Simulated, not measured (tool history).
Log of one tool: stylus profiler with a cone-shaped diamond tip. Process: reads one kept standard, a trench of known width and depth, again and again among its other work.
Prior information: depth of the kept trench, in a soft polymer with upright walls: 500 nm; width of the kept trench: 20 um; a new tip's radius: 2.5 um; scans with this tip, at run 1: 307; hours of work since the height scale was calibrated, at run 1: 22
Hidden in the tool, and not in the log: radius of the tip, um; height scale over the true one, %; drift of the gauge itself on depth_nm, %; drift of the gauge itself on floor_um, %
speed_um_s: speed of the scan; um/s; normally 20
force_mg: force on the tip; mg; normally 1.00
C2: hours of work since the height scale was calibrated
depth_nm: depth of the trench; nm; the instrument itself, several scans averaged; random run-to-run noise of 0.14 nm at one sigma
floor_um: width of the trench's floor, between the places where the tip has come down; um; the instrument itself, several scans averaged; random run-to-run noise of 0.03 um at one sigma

run 1 hour=0.0 | speed_um_s=20 force_mg=1.00 | scans_with_this_tip=307 C2=22 | depth_nm=501.80 floor_um=16.81
run 2 hour=12.0 | speed_um_s=20 force_mg=1.81 | scans_with_this_tip=423 C2=30 | depth_nm=502.57 floor_um=16.87
run 3 hour=24.9 | speed_um_s=20 force_mg=1.51 | scans_with_this_tip=549 C2=39 | depth_nm=502.18 floor_um=16.85
run 4 hour=35.0 | speed_um_s=20 force_mg=1.51 | scans_with_this_tip=647 C2=46 | depth_nm=502.18 floor_um=16.84
run 5 hour=48.5 | speed_um_s=20 force_mg=2.45 | scans_with_this_tip=778 C2=56 | depth_nm=502.98 floor_um=16.91
run 6 hour=62.5 | speed_um_s=20 force_mg=2.45 | scans_with_this_tip=914 C2=65 | depth_nm=503.20 floor_um=16.90
run 7 hour=69.6 | speed_um_s=20 force_mg=0.78 | scans_with_this_tip=984 C2=70 | depth_nm=501.60 floor_um=16.80
run 8 hour=80.1 | speed_um_s=20 force_mg=0.78 | scans_with_this_tip=1086 C2=78 | depth_nm=501.42 floor_um=16.80
run 9 hour=95.9 | speed_um_s=20 force_mg=1.97 | scans_with_this_tip=1239 C2=89 | depth_nm=502.73 floor_um=16.86
run 10 hour=107.6 | speed_um_s=20 force_mg=1.00 | scans_with_this_tip=1353 C2=97 | depth_nm=501.59 floor_um=16.87
run 11 hour=115.2 | speed_um_s=20 force_mg=1.00 | scans_with_this_tip=1426 C2=102 | depth_nm=501.93 floor_um=16.86
run 12 hour=128.7 | speed_um_s=16 force_mg=0.83 | scans_with_this_tip=1557 C2=111 | depth_nm=501.50 floor_um=16.85
run 13 hour=138.8 | speed_um_s=16 force_mg=0.83 | scans_with_this_tip=1656 C2=118 | depth_nm=501.41 floor_um=16.86
run 14 hour=153.5 | speed_um_s=71 force_mg=0.58 | scans_with_this_tip=1799 C2=129 | depth_nm=501.23 floor_um=16.26
run 15 hour=165.1 | speed_um_s=71 force_mg=0.58 | scans_with_this_tip=1911 C2=137 | depth_nm=501.12 floor_um=16.26
run 16 hour=173.3 | speed_um_s=46 force_mg=2.81 | scans_with_this_tip=1991 C2=142 | depth_nm=503.49 floor_um=16.74
run 17 hour=187.5 | speed_um_s=11 force_mg=1.00 | scans_with_this_tip=2129 C2=152 | depth_nm=501.75 floor_um=16.98
run 18 hour=200.5 | speed_um_s=11 force_mg=1.00 | scans_with_this_tip=2255 C2=161 | depth_nm=501.85 floor_um=16.89
run 19 hour=207.8 | speed_um_s=55 force_mg=2.24 | scans_with_this_tip=2326 C2=166 | depth_nm=503.07 floor_um=16.72
run 20 hour=223.0 | speed_um_s=55 force_mg=2.24 | scans_with_this_tip=2474 C2=177 | depth_nm=503.15 floor_um=16.69
run 21 hour=239.1 | speed_um_s=7 force_mg=0.91 | scans_with_this_tip=2631 C2=188 | depth_nm=501.65 floor_um=16.94

Consider 3 possible next runs. They are alternatives, not a sequence: every one starts from the tool as it was left by run 21. What does each give?
run A hour=247.7 | speed_um_s=32 force_mg=0.46 | scans_with_this_tip=2714 C2=194 | depth_nm=? floor_um=?
run B hour=247.7 | speed_um_s=16 force_mg=1.49 | scans_with_this_tip=2714 C2=194 | depth_nm=? floor_um=?
run C hour=247.7 | speed_um_s=20 force_mg=1.12 | scans_with_this_tip=2714 C2=194 | depth_nm=? floor_um=?

run=A depth_nm=500.80 floor_um=16.60
run=B depth_nm=501.76 floor_um=16.94
run=C depth_nm=502.02 floor_um=16.89
Take away the tool's hidden state, keep each run's random variation, and the runs would have read:
run=A depth_nm=500.81 floor_um=16.60
run=B depth_nm=501.77 floor_um=16.94
run=C depth_nm=502.03 floor_um=16.89
